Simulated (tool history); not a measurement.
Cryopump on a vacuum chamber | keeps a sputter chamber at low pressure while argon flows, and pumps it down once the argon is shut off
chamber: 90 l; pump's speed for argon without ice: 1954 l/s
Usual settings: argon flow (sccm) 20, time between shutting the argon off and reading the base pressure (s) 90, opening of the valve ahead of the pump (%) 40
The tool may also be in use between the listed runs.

run   hour  argon flow (sccm)  time between shutting the argon off and reading the base pressure (s)  opening of the valve ahead of the pump (%)  pressure while argon flows (Pa)  pressure after the wait (uPa)
  1      0                 20                                                                     90                                          40                           0.0469                           1.82
  2     25                 20                                                                     90                                          40                           0.0473                           1.88
  3   55.7                 20                                                                     90                                          40                           0.0479                           1.95
  4   87.7                 20                                                                     90                                          40                           0.0488                              2
  5  107.1                 20                                                                     90                                          40                           0.0495                           1.91
  6  123.4                 20                                                                     90                                          40                            0.048                           2.04
  7  142.6                 20                                                                     90                                          40                           0.0499                           2.07
  8  161.4                 20                                                                     90                                          40                           0.0507                           2.11
     178.3  -- pump warmed up, emptied and cooled again
  9  180.9                 20                                                                     90                                          20                           0.0866                           1.71
 10  206.8                 20                                                                     90                                          20                           0.0864                           1.74
 11  222.7                 22                                                                     90                                          20                           0.0961                           1.74
 12    238                 22                                                                     90                                          20                           0.0961                           1.79
 13  272.3                 22                                                                     90                                          20                           0.0964                           1.84
 14  306.2                 22                                                                     90                                          20                           0.0962                           1.89
 15    333                 20                                                                    146                                          40                           0.0461                           1.59
 16  356.6                 20                                                                     90                                          40                           0.0456                            1.9
 17  379.6                 20                                                                     64                                          40                           0.0461                           2.26
 18  395.8                 20                                                                     64                                          40                           0.0466                           2.24
 19  418.2                 20                                                                     25                                          40                           0.0474                           3.89
 20  439.6                  9                                                                    107                                          29                           0.0281                           1.89
 21  459.3                  9                                                                    107                                          29                             0.03                              2
 22  477.6                 20                                                                    190                                          25                           0.0738                           1.72
 23  508.5                 20                                                                    297                                          25                            0.075                            1.6
 24  532.3                 23                                                                     43                                          27                           0.0818                           3.04
 25  550.4                 17                                                                    199                                          28                           0.0572                           1.85
 26  565.1                 17                                                                    199                                          54                           0.0341                           1.84
 27  579.9                 17                                                                    199                                          54                           0.0326                           1.89
 28  595.2                 30                                                                     76                                          40                           0.0767                           2.41
       611  -- pump warmed up, emptied and cooled again
 29  633.1                 17                                                                     90                                          18                           0.0831                           1.86
     661.8  -- leaking fittings of the chamber tightened, without venting
 30  665.5                 20                                                                     74                                          58                           0.0317                           1.05
 31  698.6                 19                                                                    125                                          29                           0.0575                           0.73
 32  731.5                 20                                                                     72                                          26                           0.0681                           1.11
 33  760.2                 11                                                                    144                                          26                           0.0381                           0.68

Some steps in pressure while argon flows (Pa) between neighbouring runs. How much of each would the tool show without its hidden state too (settings, what came in, random variation), and how much is left for the hidden state, with any gauge scatter that isn't in both results?
The hidden state here: pump's speed, % of a pump's without ice; cold plate's temperature, K; leak into the chamber, uPa l/s; drift of the gauge itself on working_pa, %; drift of the gauge itself on base_upa, %.
Run 8 -> 9: opening of the valve ahead of the pump (%) 40 -> 20, pump warmed up, emptied and cooled again. pressure while argon flows (Pa) +0.0359: hidden state -0.0068, all else +0.0427.
Run 14 -> 15: argon flow (sccm) 22 -> 20, time between shutting the argon off and reading the base pressure (s) 90 -> 146, opening of the valve ahead of the pump (%) 20 -> 40. pressure while argon flows (Pa) -0.0501: hidden state +0.0003, all else -0.0504.
Run 27 -> 28: argon flow (sccm) 17 -> 30, time between shutting the argon off and reading the base pressure (s) 199 -> 76, opening of the valve ahead of the pump (%) 54 -> 40. pressure while argon flows (Pa) +0.0441: hidden state +0.0054, all else +0.0387.
Run 28 -> 29: argon flow (sccm) 30 -> 17, time between shutting the argon off and reading the base pressure (s) 76 -> 90, opening of the valve ahead of the pump (%) 40 -> 18, pump warmed up, emptied and cooled again. pressure while argon flows (Pa) +0.0064: hidden state -0.0111, all else +0.0175.
Run 29 -> 30: argon flow (sccm) 17 -> 20, time between shutting the argon off and reading the base pressure (s) 90 -> 74, opening of the valve ahead of the pump (%) 18 -> 58, leaking fittings of the chamber tightened, without venting. pressure while argon flows (Pa) -0.0514: hidden state +0.0005, all else -0.0519.
